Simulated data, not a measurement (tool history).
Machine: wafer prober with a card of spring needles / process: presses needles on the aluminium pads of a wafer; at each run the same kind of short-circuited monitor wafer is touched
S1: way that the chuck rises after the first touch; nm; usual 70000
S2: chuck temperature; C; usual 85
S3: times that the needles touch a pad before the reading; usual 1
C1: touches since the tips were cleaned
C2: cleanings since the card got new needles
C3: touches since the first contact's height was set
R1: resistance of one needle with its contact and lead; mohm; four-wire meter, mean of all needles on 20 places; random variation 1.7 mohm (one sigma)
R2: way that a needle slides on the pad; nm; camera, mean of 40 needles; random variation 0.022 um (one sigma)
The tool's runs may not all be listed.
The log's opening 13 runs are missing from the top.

run 14 hour=139.2 | S1=70000 S2=85 S3=1 | C1=3395 C2=10 C3=94265 | R1=162 R2=16000
run 15 hour=153.0 | S1=70000 S2=85 S3=1 | C1=5529 C2=10 C3=96399 | R1=171 R2=16060
run 16 hour=161.2 | S1=70000 S2=85 S3=1 | C1=6788 C2=10 C3=97658 | R1=165 R2=16030
-- hour=169.8 tips cleaned on abrasive film
run 17 hour=170.4 | S1=70000 S2=85 S3=1 | C1=107 C2=11 C3=99077 | R1=166 R2=16030
run 18 hour=180.5 | S1=70000 S2=85 S3=1 | C1=1665 C2=11 C3=100635 | R1=166 R2=16100
run 19 hour=190.9 | S1=83000 S2=106 S3=1 | C1=3271 C2=11 C3=102241 | R1=164 R2=19080
run 20 hour=200.9 | S1=83000 S2=106 S3=1 | C1=4820 C2=11 C3=103790 | R1=165 R2=19090
run 21 hour=214.3 | S1=83000 S2=106 S3=1 | C1=6877 C2=11 C3=105847 | R1=169 R2=19100
-- hour=221.9 tips cleaned on abrasive film
run 22 hour=221.9 | S1=77000 S2=106 S3=2 | C1=0 C2=12 C3=107016 | R1=167 R2=17770
run 23 hour=229.1 | S1=77000 S2=106 S3=2 | C1=1104 C2=12 C3=108120 | R1=169 R2=17730
run 24 hour=243.4 | S1=84000 S2=85 S3=2 | C1=3325 C2=12 C3=110341 | R1=163 R2=19330
run 25 hour=251.8 | S1=84000 S2=48 S3=2 | C1=4612 C2=12 C3=111628 | R1=155 R2=19390
run 26 hour=261.7 | S1=84000 S2=85 S3=1 | C1=6142 C2=12 C3=113158 | R1=164 R2=19490
-- hour=273.6 tips cleaned on abrasive film
run 27 hour=276.5 | S1=54000 S2=50 S3=3 | C1=448 C2=13 C3=115432 | R1=162 R2=12470
run 28 hour=290.4 | S1=78000 S2=42 S3=2 | C1=2599 C2=13 C3=117583 | R1=158 R2=18090
run 29 hour=304.9 | S1=70000 S2=32 S3=2 | C1=4845 C2=13 C3=119829 | R1=157 R2=16260
run 30 hour=313.7 | S1=68000 S2=113 S3=2 | C1=6197 C2=13 C3=121181 | R1=172 R2=15770
-- hour=325.7 tips cleaned on abrasive film
run 31 hour=328.5 | S1=68000 S2=113 S3=2 | C1=433 C2=14 C3=123463 | R1=172 R2=15810
run 32 hour=339.0 | S1=68000 S2=113 S3=2 | C1=2053 C2=14 C3=125083 | R1=173 R2=15810
run 33 hour=352.5 | S1=68000 S2=113 S3=2 | C1=4138 C2=14 C3=127168 | R1=167 R2=15830
-- hour=362.4 gauge calibrated
run 34 hour=364.4 | S1=86000 S2=66 S3=3 | C1=5971 C2=14 C3=129001 | R1=159 R2=19480
run 35 hour=375.9 | S1=62000 S2=85 S3=2 | C1=7753 C2=14 C3=130783 | R1=167 R2=14060

Predict each of these 4 candidate next runs independently; none follows another, all start after run 35:
-- hour=378.7 tips cleaned on abrasive film
run A hour=390.1 | S1=78000 S2=26 S3=2 | C1=1762 C2=15 C3=132969 | R1=? R2=?
-- hour=378.7 tips cleaned on abrasive film
run B hour=390.1 | S1=62000 S2=85 S3=2 | C1=1762 C2=15 C3=132969 | R1=? R2=?
-- hour=378.7 tips cleaned on abrasive film
run C hour=390.1 | S1=70000 S2=71 S3=2 | C1=1762 C2=15 C3=132969 | R1=? R2=?
-- hour=378.7 tips cleaned on abrasive film
run D hour=390.1 | S1=88000 S2=43 S3=2 | C1=1762 C2=15 C3=132969 | R1=? R2=?

run=A R1=151 R2=17660
run=B R1=172 R2=14040
run=C R1=164 R2=15920
run=D R1=158 R2=19970
The same runs, with their run-to-run variation unchanged, on a tool lacking any hidden condition would have given:
run=A R1=151 R2=17620
run=B R1=172 R2=14010
run=C R1=164 R2=15890
run=D R1=158 R2=19920
